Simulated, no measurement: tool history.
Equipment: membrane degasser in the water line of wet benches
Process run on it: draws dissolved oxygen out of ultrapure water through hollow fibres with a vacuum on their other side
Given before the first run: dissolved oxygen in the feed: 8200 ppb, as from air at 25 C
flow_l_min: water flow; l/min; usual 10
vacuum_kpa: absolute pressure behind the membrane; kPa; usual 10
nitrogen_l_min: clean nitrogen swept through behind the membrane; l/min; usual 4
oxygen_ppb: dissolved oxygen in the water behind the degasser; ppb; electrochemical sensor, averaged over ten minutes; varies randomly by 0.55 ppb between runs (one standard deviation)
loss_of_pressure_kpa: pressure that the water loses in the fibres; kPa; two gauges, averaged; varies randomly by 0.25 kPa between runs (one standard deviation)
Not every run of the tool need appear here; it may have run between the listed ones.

Run 1, hour 0: usual settings. Result: oxygen_ppb 48 ppb, loss_of_pressure_kpa 69.33 kPa.
Run 2, hour 136: usual settings but flow_l_min 11 l/min. Result: oxygen_ppb 55.3 ppb, loss_of_pressure_kpa 75.91 kPa.
Run 3, hour 269.8: usual settings but nitrogen_l_min 4.89 l/min. Result: oxygen_ppb 40.3 ppb, loss_of_pressure_kpa 69.58 kPa.
Run 4, hour 378.5: usual settings but nitrogen_l_min 4.89 l/min. Result: oxygen_ppb 39.9 ppb, loss_of_pressure_kpa 69.81 kPa.
Run 5, hour 525: usual settings but nitrogen_l_min 8.7 l/min. Result: oxygen_ppb 25.6 ppb, loss_of_pressure_kpa 69.48 kPa.
Run 6, hour 620.6: usual settings but nitrogen_l_min 8.7 l/min. Result: oxygen_ppb 25.8 ppb, loss_of_pressure_kpa 69.2 kPa.
Run 7, hour 739.2: usual settings but nitrogen_l_min 8.7 l/min. Result: oxygen_ppb 25.2 ppb, loss_of_pressure_kpa 69.76 kPa.
Run 8, hour 867: usual settings but nitrogen_l_min 8.7 l/min. Result: oxygen_ppb 25.6 ppb, loss_of_pressure_kpa 69.48 kPa.
Run 9, hour 954.9: usual settings but vacuum_kpa 12.3 kPa, nitrogen_l_min 8.7 l/min. Result: oxygen_ppb 31.3 ppb, loss_of_pressure_kpa 69.83 kPa.
Run 10, hour 1034.5: usual settings but vacuum_kpa 12.3 kPa, nitrogen_l_min 8.7 l/min. Result: oxygen_ppb 31.7 ppb, loss_of_pressure_kpa 70.09 kPa.
Run 11, hour 1192.9: usual settings but vacuum_kpa 8.7 kPa. Result: oxygen_ppb 40.7 ppb, loss_of_pressure_kpa 69.9 kPa.
Run 12, hour 1271.7: usual settings but vacuum_kpa 8.7 kPa. Result: oxygen_ppb 40.3 ppb, loss_of_pressure_kpa 69.74 kPa.
Run 13, hour 1429.9: usual settings. Result: oxygen_ppb 48.5 ppb, loss_of_pressure_kpa 70.03 kPa.
Run 14, hour 1583.9: usual settings. Result: oxygen_ppb 49.5 ppb, loss_of_pressure_kpa 70.28 kPa.
Run 15, hour 1732.5: usual settings but flow_l_min 8 l/min. Result: oxygen_ppb 37.2 ppb, loss_of_pressure_kpa 55.71 kPa.
Run 16, hour 1820.5: usual settings but flow_l_min 8 l/min. Result: oxygen_ppb 37.2 ppb, loss_of_pressure_kpa 55.98 kPa.
Run 17, hour 1891.9: usual settings but flow_l_min 8 l/min. Result: oxygen_ppb 37.5 ppb, loss_of_pressure_kpa 56.17 kPa.
Run 18, hour 2032.7: usual settings but flow_l_min 9 l/min, vacuum_kpa 13.1 kPa, nitrogen_l_min 1.97 l/min. Result: oxygen_ppb 116.4 ppb, loss_of_pressure_kpa 63.01 kPa.
Run 19, hour 2119.1: usual settings but vacuum_kpa 13.1 kPa, nitrogen_l_min 4.94 l/min. Result: oxygen_ppb 57.6 ppb, loss_of_pressure_kpa 69.5 kPa.
Run 20, hour 2270: usual settings but vacuum_kpa 13.1 kPa, nitrogen_l_min 4.94 l/min. Result: oxygen_ppb 56.6 ppb, loss_of_pressure_kpa 69.8 kPa.
At hour 2280.8: vacuum gauge calibrated.
Run 21, hour 2357.5: usual settings but vacuum_kpa 8.7 kPa, nitrogen_l_min 1.86 l/min. Result: oxygen_ppb 81.5 ppb, loss_of_pressure_kpa 70.05 kPa.
Run 22, hour 2433.7: usual settings but flow_l_min 15 l/min, vacuum_kpa 11.6 kPa, nitrogen_l_min 1.86 l/min. Result: oxygen_ppb 189.8 ppb, loss_of_pressure_kpa 105.19 kPa.
Run 23, hour 2597.5: usual settings but flow_l_min 7 l/min. Result: oxygen_ppb 31.7 ppb, loss_of_pressure_kpa 49.58 kPa.
Run 24, hour 2708.9: usual settings but flow_l_min 7 l/min. Result: oxygen_ppb 32.7 ppb, loss_of_pressure_kpa 49.42 kPa.
At hour 2795.7: vacuum gauge calibrated, once more.
Run 25, hour 2842.3: usual settings but flow_l_min 13 l/min. Result: oxygen_ppb 71.4 ppb, loss_of_pressure_kpa 91.24 kPa.
Run 26, hour 3000.3: usual settings but flow_l_min 16 l/min, vacuum_kpa 9 kPa, nitrogen_l_min 6.86 l/min. Result: oxygen_ppb 71 ppb, loss_of_pressure_kpa 112.92 kPa.
Run 27, hour 3152.8: usual settings but flow_l_min 8 l/min, vacuum_kpa 9 kPa, nitrogen_l_min 6.86 l/min. Result: oxygen_ppb 20.1 ppb, loss_of_pressure_kpa 56.2 kPa.
Run 28, hour 3304: usual settings but flow_l_min 8 l/min, vacuum_kpa 9 kPa, nitrogen_l_min 6.86 l/min. Result: oxygen_ppb 19.4 ppb, loss_of_pressure_kpa 56.5 kPa.
Run 29, hour 3379.2: usual settings but flow_l_min 8 l/min, vacuum_kpa 9 kPa, nitrogen_l_min 6.86 l/min. Result: oxygen_ppb 20.4 ppb, loss_of_pressure_kpa 56.49 kPa.
Run 30, hour 3449.8: usual settings but vacuum_kpa 8.4 kPa. Result: oxygen_ppb 40.2 ppb, loss_of_pressure_kpa 70.67 kPa.
Run 31, hour 3570.6: usual settings but vacuum_kpa 8.4 kPa, nitrogen_l_min 3.51 l/min. Result: oxygen_ppb 42.7 ppb, loss_of_pressure_kpa 71.05 kPa.
Run 32, hour 3696.4: usual settings but flow_l_min 7 l/min, vacuum_kpa 10.7 kPa, nitrogen_l_min 2.22 l/min. Result: oxygen_ppb 62 ppb, loss_of_pressure_kpa 49.48 kPa.

Below are 3 alternative next runs, each starting from the tool's condition after run 32. Predict each:
Run A, hour 3823.7: usual settings but flow_l_min 13 l/min, nitrogen_l_min 2.6 l/min. Result: oxygen_ppb ?, loss_of_pressure_kpa ?.
Run B, hour 3823.7: usual settings but flow_l_min 14 l/min, vacuum_kpa 10.7 kPa, nitrogen_l_min 2.3 l/min. Result: oxygen_ppb ?, loss_of_pressure_kpa ?.
Run C, hour 3823.7: usual settings but flow_l_min 7 l/min, vacuum_kpa 10.7 kPa, nitrogen_l_min 8.21 l/min. Result: oxygen_ppb ?, loss_of_pressure_kpa ?.

run  oxygen_ppb  loss_of_pressure_kpa
  A       101.4                 92.21
  B         134                 99.05
  C        18.4                 49.34
Without the tool's unlogged condition, the same runs would have read:
run  oxygen_ppb  loss_of_pressure_kpa
  A        95.9                 89.21
  B       127.2                 95.81
  C        17.3                 47.72
